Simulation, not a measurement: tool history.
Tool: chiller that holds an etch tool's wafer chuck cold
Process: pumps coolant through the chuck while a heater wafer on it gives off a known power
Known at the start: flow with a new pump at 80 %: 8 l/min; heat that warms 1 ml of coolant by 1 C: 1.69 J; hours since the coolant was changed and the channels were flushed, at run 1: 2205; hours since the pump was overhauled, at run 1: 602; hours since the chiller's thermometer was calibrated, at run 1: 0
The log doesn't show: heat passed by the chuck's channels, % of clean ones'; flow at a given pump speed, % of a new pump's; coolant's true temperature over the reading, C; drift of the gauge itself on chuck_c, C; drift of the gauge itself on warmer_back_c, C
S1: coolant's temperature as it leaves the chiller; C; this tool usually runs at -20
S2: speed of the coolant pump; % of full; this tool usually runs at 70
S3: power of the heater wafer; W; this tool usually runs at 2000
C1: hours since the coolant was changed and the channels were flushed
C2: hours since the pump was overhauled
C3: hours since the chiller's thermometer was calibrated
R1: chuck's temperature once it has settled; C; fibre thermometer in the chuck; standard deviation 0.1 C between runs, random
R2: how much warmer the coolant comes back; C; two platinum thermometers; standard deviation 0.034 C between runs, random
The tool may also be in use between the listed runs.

Run 1, hour 0.0: usual settings; C1 2205; C2 602; C3 0. Result: R1 7.1 C, R2 10.34 C.
Run 2, hour 47.9: usual settings; C1 2253; C2 650; C3 48. Result: R1 6.9 C, R2 10.31 C.
Run 3, hour 147.8: usual settings but S1 -18 C; C1 2353; C2 749; C3 148. Result: R1 9.1 C, R2 10.32 C.
Run 4, hour 243.2: usual settings; C1 2449; C2 845; C3 243. Result: R1 6.9 C, R2 10.35 C.
Run 5, hour 335.7: usual settings; C1 2541; C2 937; C3 336. Result: R1 7.0 C, R2 10.29 C.
Run 6, hour 407.1: usual settings; C1 2612; C2 1009; C3 407. Result: R1 6.9 C, R2 10.37 C.
Run 7, hour 516.9: usual settings but S1 -22 C; C1 2722; C2 1118; C3 517. Result: R1 5.1 C, R2 10.36 C.
Run 8, hour 581.6: usual settings but S1 -22 C; C1 2787; C2 1183; C3 582. Result: R1 4.8 C, R2 10.38 C.
Run 9, hour 663.8: usual settings but S1 -17 C; C1 2869; C2 1265; C3 664. Result: R1 10.1 C, R2 10.35 C.
Run 10, hour 770.6: usual settings but S1 -24 C; C1 2976; C2 1372; C3 771. Result: R1 3.1 C, R2 10.33 C.
Run 11, hour 821.5: usual settings but S1 -24 C; C1 3027; C2 1423; C3 822. Result: R1 2.9 C, R2 10.29 C.
Run 12, hour 895.8: usual settings but S1 -24 C; C1 3101; C2 1497; C3 896. Result: R1 3.0 C, R2 10.33 C.
Run 13, hour 968.9: usual settings but S1 -24 C; C1 3174; C2 1570; C3 969. Result: R1 3.0 C, R2 10.33 C.
Run 14, hour 1054.6: usual settings but S2 99 % of full, S3 1401 W; C1 3260; C2 1656; C3 1055. Result: R1 -4.8 C, R2 4.91 C.
Run 15, hour 1104.5: usual settings but S2 94 % of full, S3 2210 W; C1 3310; C2 1706; C3 1105. Result: R1 4.7 C, R2 8.19 C.
Run 16, hour 1206.4: usual settings but S2 94 % of full, S3 2210 W; C1 3412; C2 1808; C3 1206. Result: R1 4.9 C, R2 8.17 C.

Expected results for the next run?
Run 17, hour 1287.1: usual settings but S2 85 % of full, S3 2125 W; C1 3492; C2 1889; C3 1287. Result: R1 ?, R2 ?.

R1: 5.6 C
R2: 8.81 C
If the tool had no hidden condition, the same run with the same run-to-run variation would have returned R1 5.6 C, R2 8.81 C.

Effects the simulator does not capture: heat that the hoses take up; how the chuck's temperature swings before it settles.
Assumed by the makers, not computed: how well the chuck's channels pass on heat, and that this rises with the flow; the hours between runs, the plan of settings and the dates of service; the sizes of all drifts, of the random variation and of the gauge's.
